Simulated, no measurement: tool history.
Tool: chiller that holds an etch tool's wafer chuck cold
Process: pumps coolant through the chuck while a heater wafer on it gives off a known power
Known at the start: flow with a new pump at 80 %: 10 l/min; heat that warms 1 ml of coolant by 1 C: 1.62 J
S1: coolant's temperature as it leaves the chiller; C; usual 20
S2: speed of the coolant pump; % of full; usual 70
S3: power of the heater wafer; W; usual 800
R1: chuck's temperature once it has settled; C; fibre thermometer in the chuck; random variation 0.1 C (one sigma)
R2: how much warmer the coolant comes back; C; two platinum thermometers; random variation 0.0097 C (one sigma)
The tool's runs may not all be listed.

Run 1, hour 0.0: usual settings. Result: R1 29.8 C, R2 3.505 C.
Run 2, hour 51.6: usual settings. Result: R1 29.9 C, R2 3.487 C.
Run 3, hour 119.4: usual settings. Result: R1 29.9 C, R2 3.505 C.
Run 4, hour 164.6: usual settings. Result: R1 29.9 C, R2 3.492 C.
Run 5, hour 264.6: usual settings. Result: R1 30.0 C, R2 3.514 C.
Run 6, hour 330.5: usual settings. Result: R1 30.0 C, R2 3.500 C.
Run 7, hour 382.2: usual settings. Result: R1 30.0 C, R2 3.497 C.
Run 8, hour 429.7: usual settings. Result: R1 30.1 C, R2 3.511 C.
Run 9, hour 494.5: usual settings. Result: R1 30.0 C, R2 3.523 C.
Run 10, hour 549.1: usual settings. Result: R1 30.1 C, R2 3.513 C.
Run 11, hour 628.5: usual settings. Result: R1 30.0 C, R2 3.492 C.
Run 12, hour 670.3: usual settings but S3 1009 W. Result: R1 32.6 C, R2 4.418 C.
Run 13, hour 749.8: usual settings but S3 1037 W. Result: R1 33.0 C, R2 4.570 C.
Run 14, hour 816.4: usual settings but S3 1037 W. Result: R1 33.2 C, R2 4.536 C.
Run 15, hour 882.9: usual settings but S3 1037 W. Result: R1 33.2 C, R2 4.555 C.
Run 16, hour 952.9: usual settings but S3 1037 W. Result: R1 33.2 C, R2 4.551 C.
Run 17, hour 1006.0: usual settings but S3 1037 W. Result: R1 33.1 C, R2 4.563 C.
Run 18, hour 1082.9: usual settings but S3 882 W. Result: R1 31.2 C, R2 3.883 C.
Run 19, hour 1180.3: usual settings but S2 98 % of full, S3 1131 W. Result: R1 30.3 C, R2 3.404 C.
Run 20, hour 1278.2: usual settings but S1 13 C, S2 86 % of full, S3 1130 W. Result: R1 24.9 C, R2 3.936 C.
Run 21, hour 1322.1: usual settings but S1 26 C, S3 892 W. Result: R1 37.7 C, R2 3.939 C.
Run 22, hour 1392.7: usual settings but S1 11 C, S2 68 % of full, S3 897 W. Result: R1 23.1 C, R2 4.111 C.
Run 23, hour 1437.8: usual settings but S1 19 C, S2 68 % of full, S3 897 W. Result: R1 31.0 C, R2 4.099 C.
Run 24, hour 1505.8: usual settings but S2 68 % of full, S3 737 W. Result: R1 29.9 C, R2 3.371 C.
Run 25, hour 1576.3: usual settings but S1 19 C, S2 79 % of full, S3 773 W. Result: R1 28.0 C, R2 2.978 C.
Run 26, hour 1659.5: usual settings but S1 13 C, S2 94 % of full. Result: R1 20.8 C, R2 2.510 C.
Run 27, hour 1749.1: usual settings but S1 13 C, S2 94 % of full. Result: R1 21.0 C, R2 2.529 C.
Run 28, hour 1815.3: usual settings but S1 13 C, S2 94 % of full. Result: R1 20.8 C, R2 2.520 C.
Run 29, hour 1876.6: usual settings but S1 17 C, S2 62 % of full. Result: R1 28.9 C, R2 4.060 C.
Run 30, hour 1951.4: usual settings but S1 17 C, S2 62 % of full. Result: R1 29.1 C, R2 4.076 C.
Run 31, hour 2016.7: usual settings but S1 17 C, S2 62 % of full. Result: R1 29.1 C, R2 4.079 C.

5 ways to go on from here, each from the tool as it stands after run 31. What would each give?
Run A, hour 2095.8: usual settings but S1 17 C, S2 62 % of full, S3 981 W. Result: R1 ?, R2 ?.
Run B, hour 2095.8: usual settings but S1 22 C. Result: R1 ?, R2 ?.
Run C, hour 2095.8: usual settings but S1 17 C, S2 69 % of full. Result: R1 ?, R2 ?.
Run D, hour 2095.8: usual settings but S2 68 % of full, S3 893 W. Result: R1 ?, R2 ?.
Run E, hour 2095.8: usual settings but S1 26 C, S2 62 % of full, S3 459 W. Result: R1 ?, R2 ?.

run    R1     R2
  A  31.8  4.999
  B  32.7  3.547
  C  28.1  3.607
  D  32.2  4.100
  E  33.1  2.331
Without the tool's hidden state the same runs would have given:
run    R1     R2
  A  30.0  4.854
  B  31.3  3.444
  C  26.6  3.503
  D  30.6  3.982
  E  32.1  2.264

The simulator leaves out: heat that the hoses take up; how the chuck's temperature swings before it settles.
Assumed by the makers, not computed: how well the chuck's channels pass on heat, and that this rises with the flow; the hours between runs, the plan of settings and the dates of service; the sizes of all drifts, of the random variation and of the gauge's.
